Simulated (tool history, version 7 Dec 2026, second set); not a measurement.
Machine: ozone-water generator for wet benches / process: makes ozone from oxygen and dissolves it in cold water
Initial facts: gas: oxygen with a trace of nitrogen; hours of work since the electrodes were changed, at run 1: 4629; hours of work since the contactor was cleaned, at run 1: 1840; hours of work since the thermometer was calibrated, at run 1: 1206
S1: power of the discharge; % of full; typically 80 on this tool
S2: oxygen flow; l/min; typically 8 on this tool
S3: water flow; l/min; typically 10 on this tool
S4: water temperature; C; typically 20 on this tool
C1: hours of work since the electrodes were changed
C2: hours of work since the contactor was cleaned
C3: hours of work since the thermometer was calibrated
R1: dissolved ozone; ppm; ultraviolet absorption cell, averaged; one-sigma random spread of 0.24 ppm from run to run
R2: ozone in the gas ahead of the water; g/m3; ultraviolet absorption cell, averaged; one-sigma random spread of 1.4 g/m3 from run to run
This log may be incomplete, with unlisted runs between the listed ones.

{"run": 1, "hour": 0.0, "S1": 80, "S2": 8, "S3": 10, "S4": 20, "C1": 4629, "C2": 1840, "C3": 1206, "R1": 31.7, "R2": 239.2}
{"run": 2, "hour": 136.4, "S1": 80, "S2": 8, "S3": 10, "S4": 20, "C1": 4745, "C2": 1956, "C3": 1322, "R1": 31, "R2": 237.8}
{"run": 3, "hour": 245.0, "S1": 80, "S2": 8, "S3": 10, "S4": 20, "C1": 4837, "C2": 2048, "C3": 1414, "R1": 31.2, "R2": 237.3}
{"run": 4, "hour": 389.9, "S1": 80, "S2": 8, "S3": 10, "S4": 20, "C1": 4960, "C2": 2171, "C3": 1537, "R1": 31.2, "R2": 237.1}
{"run": 5, "hour": 548.1, "S1": 80, "S2": 8, "S3": 10, "S4": 20, "C1": 5094, "C2": 2305, "C3": 1671, "R1": 30.8, "R2": 234.7}
{"run": 6, "hour": 684.5, "S1": 80, "S2": 8, "S3": 10, "S4": 20, "C1": 5210, "C2": 2421, "C3": 1787, "R1": 31, "R2": 237.5}
{"run": 7, "hour": 843.9, "S1": 80, "S2": 8, "S3": 8, "S4": 20, "C1": 5345, "C2": 2556, "C3": 1922, "R1": 35.5, "R2": 233.4}
{"run": 8, "hour": 919.0, "S1": 80, "S2": 8, "S3": 8, "S4": 20, "C1": 5408, "C2": 2619, "C3": 1986, "R1": 35.3, "R2": 234.1}
{"run": 9, "hour": 1026.5, "S1": 80, "S2": 8, "S3": 8, "S4": 20, "C1": 5500, "C2": 2710, "C3": 2077, "R1": 35.1, "R2": 231.9}
{"run": 10, "hour": 1096.9, "S1": 80, "S2": 8, "S3": 8, "S4": 20, "C1": 5559, "C2": 2770, "C3": 2137, "R1": 34.7, "R2": 229.9}
{"run": 11, "hour": 1178.9, "S1": 80, "S2": 8, "S3": 8, "S4": 20, "C1": 5629, "C2": 2840, "C3": 2206, "R1": 35.5, "R2": 229.5}
{"run": 12, "hour": 1283.4, "S1": 80, "S2": 8, "S3": 8, "S4": 20, "C1": 5717, "C2": 2928, "C3": 2295, "R1": 35.2, "R2": 232.2}
{"run": 13, "hour": 1371.6, "S1": 80, "S2": 8, "S3": 10, "S4": 12, "C1": 5792, "C2": 3003, "C3": 2369, "R1": 35.5, "R2": 231.5}
{"run": 14, "hour": 1453.0, "S1": 80, "S2": 8, "S3": 10, "S4": 20, "C1": 5861, "C2": 3072, "C3": 2439, "R1": 30.2, "R2": 230.5}
{"run": 15, "hour": 1557.6, "S1": 80, "S2": 8, "S3": 10, "S4": 20, "C1": 5950, "C2": 3161, "C3": 2527, "R1": 30, "R2": 230.8}
{"run": 16, "hour": 1699.5, "S1": 80, "S2": 8, "S3": 10, "S4": 20, "C1": 6070, "C2": 3281, "C3": 2647, "R1": 29.4, "R2": 228.6}
{"run": 17, "hour": 1838.9, "S1": 80, "S2": 8, "S3": 10, "S4": 20, "C1": 6188, "C2": 3399, "C3": 2766, "R1": 29.6, "R2": 229.5}
{"run": 18, "hour": 1960.9, "S1": 80, "S2": 8, "S3": 10, "S4": 20, "C1": 6292, "C2": 3503, "C3": 2869, "R1": 29.7, "R2": 227.7}

What does the tool deliver on the next run?
{"run": 19, "hour": 2064.2, "S1": 80, "S2": 8, "S3": 10, "S4": 20, "C1": 6380, "C2": 3590, "C3": 2957, "R1": "?", "R2": "?"}

R1: 29.6 ppm
R2: 228.8 g/m3
Take away the tool's hidden state, keep the run-to-run variation as it was, and the same run would have given R1 36.4 ppm, R2 266.9 g/m3.
